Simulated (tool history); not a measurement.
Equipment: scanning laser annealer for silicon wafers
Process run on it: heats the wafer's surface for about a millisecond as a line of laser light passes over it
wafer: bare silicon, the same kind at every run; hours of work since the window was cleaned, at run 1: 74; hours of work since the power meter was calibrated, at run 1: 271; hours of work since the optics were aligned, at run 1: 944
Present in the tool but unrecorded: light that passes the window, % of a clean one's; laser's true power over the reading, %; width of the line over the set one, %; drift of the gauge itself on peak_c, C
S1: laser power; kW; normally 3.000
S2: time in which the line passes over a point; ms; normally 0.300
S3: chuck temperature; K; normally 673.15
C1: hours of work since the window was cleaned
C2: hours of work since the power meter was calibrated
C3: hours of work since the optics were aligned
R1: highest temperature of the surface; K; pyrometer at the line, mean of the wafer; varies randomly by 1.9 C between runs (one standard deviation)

run 1 hour=0.0 | S1=3.000 S2=0.300 S3=673.15 | C1=74 C2=271 C3=944 | R1=1410.15
run 2 hour=25.7 | S1=3.205 S2=0.300 S3=673.15 | C1=86 C2=284 C3=956 | R1=1464.15
run 3 hour=49.0 | S1=3.205 S2=0.300 S3=673.15 | C1=97 C2=295 C3=968 | R1=1469.15
run 4 hour=73.4 | S1=3.205 S2=0.300 S3=673.15 | C1=108 C2=306 C3=979 | R1=1470.15
run 5 hour=91.8 | S1=3.000 S2=0.300 S3=663.15 | C1=117 C2=315 C3=988 | R1=1399.15
run 6 hour=109.1 | S1=3.000 S2=0.300 S3=673.15 | C1=125 C2=323 C3=996 | R1=1407.15
run 7 hour=126.5 | S1=3.000 S2=0.300 S3=673.15 | C1=133 C2=331 C3=1004 | R1=1409.15
run 8 hour=140.2 | S1=3.000 S2=0.300 S3=673.15 | C1=140 C2=338 C3=1011 | R1=1406.15
run 9 hour=154.6 | S1=3.000 S2=0.244 S3=673.15 | C1=147 C2=344 C3=1017 | R1=1333.15
run 10 hour=166.6 | S1=3.000 S2=0.300 S3=673.15 | C1=152 C2=350 C3=1023 | R1=1404.15
run 11 hour=194.0 | S1=3.000 S2=0.300 S3=673.15 | C1=165 C2=363 C3=1036 | R1=1404.15
run 12 hour=214.0 | S1=3.000 S2=0.300 S3=673.15 | C1=175 C2=373 C3=1046 | R1=1405.15
run 13 hour=236.1 | S1=3.000 S2=0.300 S3=667.15 | C1=185 C2=383 C3=1056 | R1=1401.15
run 14 hour=255.4 | S1=3.000 S2=0.212 S3=673.15 | C1=194 C2=392 C3=1065 | R1=1282.15
run 15 hour=282.7 | S1=3.000 S2=0.300 S3=673.15 | C1=207 C2=405 C3=1078 | R1=1404.15
run 16 hour=296.2 | S1=3.000 S2=0.300 S3=673.15 | C1=214 C2=411 C3=1084 | R1=1405.15
run 17 hour=323.8 | S1=3.000 S2=0.300 S3=673.15 | C1=227 C2=424 C3=1097 | R1=1406.15
run 18 hour=345.5 | S1=3.000 S2=0.300 S3=673.15 | C1=237 C2=435 C3=1108 | R1=1399.15
run 19 hour=365.2 | S1=3.000 S2=0.300 S3=673.15 | C1=246 C2=444 C3=1117 | R1=1404.15
run 20 hour=378.0 | S1=3.126 S2=0.300 S3=673.15 | C1=252 C2=450 C3=1123 | R1=1438.15
run 21 hour=393.9 | S1=2.612 S2=0.300 S3=677.15 | C1=260 C2=458 C3=1131 | R1=1296.15
run 22 hour=422.6 | S1=3.000 S2=0.308 S3=682.15 | C1=273 C2=471 C3=1144 | R1=1419.15
run 23 hour=436.5 | S1=3.000 S2=0.308 S3=682.15 | C1=280 C2=478 C3=1151 | R1=1420.15
run 24 hour=449.4 | S1=3.000 S2=0.320 S3=667.15 | C1=286 C2=484 C3=1157 | R1=1422.15
run 25 hour=470.1 | S1=3.000 S2=0.320 S3=667.15 | C1=296 C2=494 C3=1167 | R1=1419.15
run 26 hour=498.1 | S1=3.000 S2=0.320 S3=667.15 | C1=309 C2=507 C3=1180 | R1=1416.15
run 27 hour=522.8 | S1=2.820 S2=0.261 S3=667.15 | C1=321 C2=519 C3=1192 | R1=1294.15
run 28 hour=548.3 | S1=3.000 S2=0.244 S3=673.15 | C1=333 C2=531 C3=1204 | R1=1325.15
run 29 hour=565.4 | S1=3.266 S2=0.244 S3=673.15 | C1=341 C2=539 C3=1212 | R1=1394.15
run 30 hour=582.1 | S1=3.007 S2=0.271 S3=673.15 | C1=349 C2=547 C3=1220 | R1=1365.15
run 31 hour=597.5 | S1=3.007 S2=0.271 S3=673.15 | C1=356 C2=554 C3=1227 | R1=1362.15
run 32 hour=617.8 | S1=2.980 S2=0.276 S3=642.15 | C1=366 C2=564 C3=1237 | R1=1333.15
run 33 hour=644.4 | S1=3.162 S2=0.281 S3=670.15 | C1=378 C2=576 C3=1249 | R1=1416.15
run 34 hour=668.9 | S1=3.288 S2=0.320 S3=673.15 | C1=390 C2=588 C3=1261 | R1=1511.15
run 35 hour=690.6 | S1=3.001 S2=0.277 S3=650.15 | C1=400 C2=598 C3=1271 | R1=1344.15
run 36 hour=712.5 | S1=3.001 S2=0.262 S3=679.15 | C1=411 C2=608 C3=1281 | R1=1354.15
run 37 hour=740.5 | S1=2.585 S2=0.342 S3=654.15 | C1=424 C2=622 C3=1295 | R1=1304.15

4 ways to go on from here, each from the tool as it stands after run 37. What would each give?
run A hour=768.1 | S1=3.000 S2=0.279 S3=701.15 | C1=437 C2=635 C3=1308 | R1=?
run B hour=768.1 | S1=3.183 S2=0.325 S3=636.15 | C1=437 C2=635 C3=1308 | R1=?
run C hour=768.1 | S1=2.782 S2=0.272 S3=694.15 | C1=437 C2=635 C3=1308 | R1=?
run D hour=768.1 | S1=3.003 S2=0.320 S3=665.15 | C1=437 C2=635 C3=1308 | R1=?

run=A R1=1397.15
run=B R1=1448.15
run=C R1=1323.15
run=D R1=1415.15
Had the tool no hidden state, the same runs would have come out as:
run=A R1=1421.15
run=B R1=1476.15
run=C R1=1344.15
run=D R1=1441.15
